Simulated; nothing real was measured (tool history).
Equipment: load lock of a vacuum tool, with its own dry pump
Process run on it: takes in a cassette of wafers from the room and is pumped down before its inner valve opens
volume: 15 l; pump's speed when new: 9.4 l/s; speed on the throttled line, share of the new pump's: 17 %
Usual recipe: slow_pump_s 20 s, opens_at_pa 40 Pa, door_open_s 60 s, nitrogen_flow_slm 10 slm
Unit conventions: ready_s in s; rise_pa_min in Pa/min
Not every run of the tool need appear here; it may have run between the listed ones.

run      day  slow_pump_s  opens_at_pa  door_open_s  nitrogen_flow_slm  incoming humidity of the room's air, %  ready_s  rise_pa_min
  1    0.000           20           40           60                 10                                    43.4     30.1        0.112
  2    5.254           20           40           60                 10                                    43.6     29.9        0.109
  3   14.842           20           40           60                 10                                    45.3     29.7        0.115
  4   21.508           20           54           60                 10                                    47.1     29.6        0.114
  5   30.471           20           32           60                 10                                    45.1     30.4        0.111
  6   35.333           20           32           60                 10                                    46.0     30.2        0.114
  7   43.633           20           44           60                 10                                    47.9     30.2        0.120
  8   51.817           20           44           60                 10                                    41.8     29.9        0.104
  9   58.633           20           44           60                 10                                    46.6     30.0        0.116
 10   67.679           20           40           60                 10                                    45.9     30.0        0.118
 11   74.892           20           40           60                 10                                    41.1     30.3        0.102
 12   85.788           20           77           60                 10                                    49.1     28.6        0.125
 13   91.221           20           40           45                 10                                    45.0     30.1        0.100
 14  101.946           12           40           60                 10                                    43.3     23.8        0.112
 15  111.662           13           40           60                 10                                    48.9     24.4        0.123
 16  116.512           16           40          179                 10                                    46.6     26.9        0.209
 17  125.462           16           40          179                 10                                    43.0     27.6        0.190
 18  134.208           16           40          179                 10                                    49.7     27.0        0.226
 19  143.429           16           40          179                 10                                    46.5     27.0        0.208
 20  148.579           20           49           60                 38                                    43.0     29.9        0.076
 21  157.679           20           70           32                 44                                    47.7     29.5        0.064
 22  162.762           20           70           32                 44                                    49.5     28.9        0.062
 23  170.729           20           70           32                 44                                    44.2     28.9        0.066
 24  178.229           20           70           32                 44                                    43.1     29.6        0.066
 25  184.238           20           70           46                 44                                    46.6     29.6        0.076
 26  190.100           20           40          115                 10                                    44.9     30.5        0.173
 27  199.554           20           40           47                 10                                    44.4     30.4        0.111
 28  208.125           20           41           58                 10                                    44.2     30.6        0.121

Consider 5 possible next runs. They are alternatives, not a sequence: every one starts from the tool as it was left by run 28. What does each give?
  A  216.475           22           56           60                 19                                    45.8        ?            ?
  B  216.475           22           40           36                 39                                    43.2        ?            ?
  C  216.475           13           40           60                 10                                    45.0        ?            ?
  D  216.475           20           41           34                 18                                    44.4        ?            ?
  E  216.475           20           40           60                 31                                    46.2        ?            ?

run  ready_s  rise_pa_min
  A     31.4        0.114
  B     31.9        0.073
  C     25.2        0.125
  D     30.6        0.087
  E     30.4        0.096
Had the tool no hidden state, the same runs would have come out as:
run  ready_s  rise_pa_min
  A     30.2        0.087
  B     30.7        0.046
  C     23.7        0.098
  D     29.3        0.060
  E     29.0        0.070

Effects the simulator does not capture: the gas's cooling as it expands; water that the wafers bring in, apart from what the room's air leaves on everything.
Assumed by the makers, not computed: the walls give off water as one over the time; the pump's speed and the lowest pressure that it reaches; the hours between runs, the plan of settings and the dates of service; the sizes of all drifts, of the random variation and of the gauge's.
